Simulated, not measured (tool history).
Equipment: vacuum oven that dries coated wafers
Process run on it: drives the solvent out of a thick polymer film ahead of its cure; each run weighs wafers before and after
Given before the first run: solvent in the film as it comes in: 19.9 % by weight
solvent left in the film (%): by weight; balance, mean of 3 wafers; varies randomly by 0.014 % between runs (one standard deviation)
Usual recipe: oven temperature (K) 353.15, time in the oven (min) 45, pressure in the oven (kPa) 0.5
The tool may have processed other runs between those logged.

run,hour,oven temperature (K),time in the oven (min),pressure in the oven (kPa),solvent left in the film (%)
1,0,353.15,45,0.5,1.34
2,24.2,353.15,45,0.5,1.34
3,46.4,353.15,45,0.5,1.33
4,74.5,353.15,45,0.5,1.31
5,120.8,353.15,45,0.5,1.32
6,146.9,353.15,45,0.5,1.32
7,170.2,353.15,45,0.5,1.32
8,212,353.15,45,0.5,1.33
9,246,353.15,45,0.445,1.28
10,278.6,353.15,37,0.5,2.01
11,312.5,353.15,37,0.5,1.97
12,358.3,348.15,35,0.99,3.8
13,379.1,350.15,64,1.671,1.7
14,424.1,350.15,64,1.671,1.69
15,450.4,350.15,64,1.671,1.67
16,493.1,352.15,25,1.222,4.42
17,513.8,354.15,32,1.08,2.6
18,533.5,357.15,41,1.095,1.29
19,576.3,357.15,41,1.095,1.26

3 options for the next run, each taken on its own from the tool as it stands now. Forecast them:
A,598.4,349.15,39,0.428,?
B,598.4,357.15,61,1.095,?
C,598.4,366.15,39,0.596,?

run,solvent left in the film (%)
A,2.68
B,0.69
C,0.37
Without the tool's hidden state the same runs would have given:
run,solvent left in the film (%)
A,2.68
B,0.69
C,0.37

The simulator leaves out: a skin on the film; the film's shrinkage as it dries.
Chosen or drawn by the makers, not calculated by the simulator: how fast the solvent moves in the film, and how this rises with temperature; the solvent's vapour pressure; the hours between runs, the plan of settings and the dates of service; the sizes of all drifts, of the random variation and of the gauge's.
